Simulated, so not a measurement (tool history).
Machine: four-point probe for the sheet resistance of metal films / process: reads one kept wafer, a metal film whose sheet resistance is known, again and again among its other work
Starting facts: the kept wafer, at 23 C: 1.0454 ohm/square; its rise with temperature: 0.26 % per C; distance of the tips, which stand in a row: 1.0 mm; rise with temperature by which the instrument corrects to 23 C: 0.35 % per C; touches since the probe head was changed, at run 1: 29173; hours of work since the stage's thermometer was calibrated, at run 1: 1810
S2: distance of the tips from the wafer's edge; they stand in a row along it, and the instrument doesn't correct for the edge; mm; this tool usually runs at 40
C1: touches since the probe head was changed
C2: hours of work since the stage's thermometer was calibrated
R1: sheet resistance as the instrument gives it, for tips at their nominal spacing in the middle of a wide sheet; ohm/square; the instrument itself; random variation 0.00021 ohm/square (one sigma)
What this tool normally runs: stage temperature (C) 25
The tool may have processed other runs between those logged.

run 1 hour=0.0 | stage_temperature_(C)=25 S2=40 | C1=29173 C2=1810 | R1=1.043120
run 2 hour=50.0 | stage_temperature_(C)=25 S2=40 | C1=29812 C2=1837 | R1=1.042673
run 3 hour=154.3 | stage_temperature_(C)=25 S2=6 | C1=31146 C2=1892 | R1=1.057714
run 4 hour=258.7 | stage_temperature_(C)=35 S2=40 | C1=32481 C2=1948 | R1=1.033104
run 5 hour=361.9 | stage_temperature_(C)=35 S2=40 | C1=33801 C2=2003 | R1=1.033355
-- hour=441.8 stage's thermometer calibrated
run 6 hour=455.1 | stage_temperature_(C)=35 S2=40 | C1=34987 C2=7 | R1=1.033221
run 7 hour=540.4 | stage_temperature_(C)=25 S2=40 | C1=36078 C2=53 | R1=1.042694
run 8 hour=638.1 | stage_temperature_(C)=25 S2=40 | C1=37327 C2=105 | R1=1.042668
run 9 hour=688.5 | stage_temperature_(C)=25 S2=40 | C1=37971 C2=132 | R1=1.042374
run 10 hour=754.7 | stage_temperature_(C)=25 S2=40 | C1=38818 C2=167 | R1=1.042230
run 11 hour=807.2 | stage_temperature_(C)=25 S2=4 | C1=39489 C2=195 | R1=1.075296
run 12 hour=855.3 | stage_temperature_(C)=25 S2=4 | C1=40104 C2=221 | R1=1.075867
run 13 hour=971.6 | stage_temperature_(C)=25 S2=4 | C1=41592 C2=283 | R1=1.075455
run 14 hour=1034.8 | stage_temperature_(C)=19 S2=40 | C1=42400 C2=316 | R1=1.047899
-- hour=1106.5 stage's thermometer calibrated, once more
run 15 hour=1114.1 | stage_temperature_(C)=19 S2=40 | C1=43408 C2=4 | R1=1.046147
run 16 hour=1173.2 | stage_temperature_(C)=19 S2=40 | C1=44164 C2=36 | R1=1.046581
run 17 hour=1290.0 | stage_temperature_(C)=19 S2=40 | C1=45658 C2=98 | R1=1.045922
run 18 hour=1342.4 | stage_temperature_(C)=19 S2=40 | C1=46327 C2=126 | R1=1.045882
run 19 hour=1449.0 | stage_temperature_(C)=34 S2=19 | C1=47691 C2=183 | R1=1.032961
run 20 hour=1532.8 | stage_temperature_(C)=34 S2=19 | C1=48762 C2=227 | R1=1.032852
run 21 hour=1625.7 | stage_temperature_(C)=34 S2=19 | C1=49951 C2=277 | R1=1.033121
run 22 hour=1699.5 | stage_temperature_(C)=34 S2=10 | C1=50895 C2=316 | R1=1.036658
run 23 hour=1799.6 | stage_temperature_(C)=32 S2=7 | C1=52175 C2=370 | R1=1.044479
run 24 hour=1870.9 | stage_temperature_(C)=32 S2=7 | C1=53087 C2=408 | R1=1.044018
run 25 hour=1923.8 | stage_temperature_(C)=32 S2=7 | C1=53763 C2=436 | R1=1.043756
run 26 hour=2018.6 | stage_temperature_(C)=23 S2=6 | C1=54975 C2=487 | R1=1.056865
run 27 hour=2088.6 | stage_temperature_(C)=23 S2=6 | C1=55870 C2=524 | R1=1.056389
run 28 hour=2193.4 | stage_temperature_(C)=19 S2=6 | C1=57211 C2=580 | R1=1.060071
run 29 hour=2244.9 | stage_temperature_(C)=32 S2=3 | C1=57869 C2=607 | R1=1.090485
run 30 hour=2312.9 | stage_temperature_(C)=19 S2=13 | C1=58739 C2=644 | R1=1.048020
run 31 hour=2385.8 | stage_temperature_(C)=19 S2=13 | C1=59671 C2=683 | R1=1.047393
run 32 hour=2498.2 | stage_temperature_(C)=32 S2=41 | C1=61108 C2=743 | R1=1.032288
run 33 hour=2595.2 | stage_temperature_(C)=23 S2=3 | C1=62349 C2=794 | R1=1.098823

Consider 4 possible next runs. They are alternatives, not a sequence: every one starts from the tool as it was left by run 33. What does each give?
run A hour=2682.0 | stage_temperature_(C)=23 S2=11 | C1=63460 C2=841 | R1=?
run B hour=2682.0 | stage_temperature_(C)=32 S2=3 | C1=63460 C2=841 | R1=?
run C hour=2682.0 | stage_temperature_(C)=35 S2=15 | C1=63460 C2=841 | R1=?
run D hour=2682.0 | stage_temperature_(C)=23 S2=32 | C1=63460 C2=841 | R1=?

run=A R1=1.044828
run=B R1=1.090596
run=C R1=1.032020
run=D R1=1.040742
Without the tool's hidden state the same runs would have given:
run=A R1=1.049897
run=B R1=1.095868
run=C R1=1.037033
run=D R1=1.045792

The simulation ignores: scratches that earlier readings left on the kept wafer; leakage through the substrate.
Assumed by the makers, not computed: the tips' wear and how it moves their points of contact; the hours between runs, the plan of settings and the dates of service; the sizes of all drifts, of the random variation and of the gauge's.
